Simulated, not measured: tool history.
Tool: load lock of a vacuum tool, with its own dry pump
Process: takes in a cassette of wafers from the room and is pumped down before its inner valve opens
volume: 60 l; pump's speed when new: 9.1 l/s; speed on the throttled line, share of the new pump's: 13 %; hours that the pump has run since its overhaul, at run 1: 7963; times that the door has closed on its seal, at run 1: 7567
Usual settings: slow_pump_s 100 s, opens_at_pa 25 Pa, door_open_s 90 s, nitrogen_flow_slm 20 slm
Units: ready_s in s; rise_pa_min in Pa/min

run	hour	slow_pump_s	opens_at_pa	door_open_s	nitrogen_flow_slm	hours that the pump has run since its overhaul	times that the door has closed on its seal	incoming humidity of the room's air, %	ready_s	rise_pa_min
1	0.0	100	25	90	20	7963	7567	47.8	146.1	0.041
2	112.1	100	25	90	20	8075	7758	40.7	146.4	0.029
3	181.6	100	25	90	20	8145	7876	44.2	145.9	0.034
4	254.5	100	25	90	20	8218	8000	46.2	145.9	0.028
5	303.6	100	25	90	20	8267	8083	44.7	145.4	0.033
6	415.3	100	25	90	20	8379	8273	45.0	146.1	0.037
7	480.7	100	25	90	20	8444	8384	47.2	145.2	0.034
8	552.8	100	25	90	20	8516	8507	44.2	148.1	0.037
9	608.6	100	25	90	20	8572	8602	44.4	146.4	0.036
10	675.0	100	25	90	20	8638	8714	44.7	146.3	0.038
11	766.5	100	25	90	20	8730	8870	47.3	147.8	0.041
12	858.5	143	29	157	12	8822	9026	43.2	182.5	0.046
13	949.7	143	29	157	12	8913	9181	42.6	182.2	0.045
14	1025.8	101	49	158	12	8989	9310	45.3	143.7	0.050
15	1096.0	78	29	46	5	9059	9430	42.9	128.6	0.047
16	1204.6	78	29	46	5	9168	9614	43.9	128.6	0.047
17	1304.8	100	21	47	6	9268	9785	44.0	150.0	0.046
18	1396.7	100	21	47	6	9360	9941	43.0	148.9	0.048
19	1444.7	55	25	27	20	9408	10022	45.4	108.4	0.036
20	1508.3	157	25	132	39	9472	10130	43.3	195.7	0.036
21	1600.3	57	40	184	31	9564	10287	45.1	107.6	0.045

5 ways to go on from here, each from the tool as it stands after run 21. What would each give?
A	1692.5	162	40	26	44	9656	10444	45.1	?	?
B	1692.5	158	40	25	31	9656	10444	45.1	?	?
C	1692.5	77	40	184	31	9656	10444	41.7	?	?
D	1692.5	57	40	184	6	9656	10444	45.0	?	?
E	1692.5	100	25	90	8	9656	10444	42.0	?	?

run	ready_s	rise_pa_min
A	198.2	0.033
B	194.7	0.036
C	124.3	0.039
D	106.4	0.069
E	146.9	0.052
Without the tool's hidden state the same runs would have given:
run	ready_s	rise_pa_min
A	193.9	0.005
B	190.4	0.007
C	118.5	0.011
D	100.3	0.041
E	141.2	0.024
